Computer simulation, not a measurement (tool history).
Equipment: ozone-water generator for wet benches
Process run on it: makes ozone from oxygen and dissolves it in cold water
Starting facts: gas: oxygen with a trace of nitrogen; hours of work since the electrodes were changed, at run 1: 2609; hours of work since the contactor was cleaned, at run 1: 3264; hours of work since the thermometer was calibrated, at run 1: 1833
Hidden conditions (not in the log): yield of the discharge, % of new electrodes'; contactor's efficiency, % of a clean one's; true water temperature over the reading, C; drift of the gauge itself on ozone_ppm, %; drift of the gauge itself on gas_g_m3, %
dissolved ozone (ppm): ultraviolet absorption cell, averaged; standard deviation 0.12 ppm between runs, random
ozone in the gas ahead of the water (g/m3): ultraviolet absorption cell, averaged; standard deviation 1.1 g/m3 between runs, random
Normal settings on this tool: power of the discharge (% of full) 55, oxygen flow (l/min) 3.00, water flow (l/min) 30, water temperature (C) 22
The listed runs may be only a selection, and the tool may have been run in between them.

run,hour,power of the discharge (% of full),oxygen flow (l/min),water flow (l/min),water temperature (C),hours of work since the electrodes were changed,hours of work since the contactor was cleaned,hours of work since the thermometer was calibrated,dissolved ozone (ppm),ozone in the gas ahead of the water (g/m3)
1,0.0,55,3.00,30,22,2609,3264,1833,9.6,174.2
2,60.1,91,3.00,30,22,2657,3313,1882,13.7,246.8
3,131.0,91,1.86,30,22,2715,3370,1939,11.7,306.1
4,198.7,91,1.86,30,22,2769,3425,1994,11.8,305.4
5,335.8,91,1.86,30,22,2880,3536,2105,11.7,305.9
6,418.2,91,1.86,30,22,2947,3602,2171,11.7,305.0
7,496.1,91,1.86,30,22,3010,3665,2234,11.6,304.9
8,590.5,91,1.86,30,22,3086,3741,2310,11.5,305.4
9,677.5,91,1.86,30,22,3156,3812,2380,11.4,304.2
10,746.7,55,3.00,36,22,3212,3867,2436,7.9,171.0
11,814.2,55,3.00,30,22,3266,3922,2491,9.3,169.7
12,952.1,56,3.00,30,22,3378,4033,2602,9.6,169.7
13,1020.4,56,3.00,30,22,3433,4088,2657,9.3,170.0
14,1152.2,56,1.63,30,22,3539,4195,2764,7.7,227.1
15,1266.9,56,1.63,30,22,3632,4288,2856,7.5,226.1
16,1388.4,56,1.63,30,22,3730,4386,2955,7.6,226.5
17,1458.5,56,1.63,30,22,3787,4442,3011,7.6,224.1
18,1530.1,56,2.75,27,25,3845,4500,3069,9.6,177.0
19,1660.0,56,2.75,27,25,3950,4605,3174,9.7,174.7
20,1738.1,55,3.00,27,16,4013,4668,3237,10.5,165.4
21,1836.3,50,3.00,26,14,4092,4747,3316,10.4,157.2
22,1944.3,55,3.00,26,17,4179,4835,3403,10.7,166.5
23,2067.3,48,3.00,43,22,4278,4934,3503,5.6,150.5
24,2177.3,69,3.00,38,21,4367,5023,3592,8.3,192.2
# hour 2221.5: contactor cleaned
25,2286.9,69,3.00,38,21,4453,53,3677,8.7,190.3
26,2353.6,69,3.00,38,21,4506,107,3731,8.7,191.0
27,2418.9,69,3.00,38,21,4559,159,3784,8.8,192.4
28,2553.5,55,4.09,25,22,4668,268,3892,11.7,141.2
29,2619.1,99,2.29,39,21,4721,321,3945,9.6,274.5
30,2697.1,46,3.59,22,29,4784,384,4008,10.5,133.1
31,2776.0,46,3.59,22,29,4848,448,4072,10.4,133.2
32,2869.9,72,2.90,40,30,4923,524,4148,7.6,198.1
33,2975.1,72,2.92,40,20,5008,609,4233,8.4,195.0
34,3088.7,72,2.92,40,20,5100,700,4324,8.3,195.3

Below, some changes in dissolved ozone (ppm) between adjacent runs. For each, the amount present without the hidden state too (settings, incoming material, random variation) and the amount remaining for the hidden state with gauge scatter not shared by both compared results:
Run 1 -> 2: power of the discharge (% of full) 55 -> 91. dissolved ozone (ppm) +4.1: hidden state -1.0, all else +5.1.
Run 9 -> 10: power of the discharge (% of full) 91 -> 55, oxygen flow (l/min) 1.86 -> 3.00, water flow (l/min) 30 -> 36. dissolved ozone (ppm) -3.5: hidden state +0.9, all else -4.4.
Run 22 -> 23: power of the discharge (% of full) 55 -> 48, water flow (l/min) 26 -> 43, water temperature (C) 17 -> 22. dissolved ozone (ppm) -5.1: hidden state +0.9, all else -6.0.

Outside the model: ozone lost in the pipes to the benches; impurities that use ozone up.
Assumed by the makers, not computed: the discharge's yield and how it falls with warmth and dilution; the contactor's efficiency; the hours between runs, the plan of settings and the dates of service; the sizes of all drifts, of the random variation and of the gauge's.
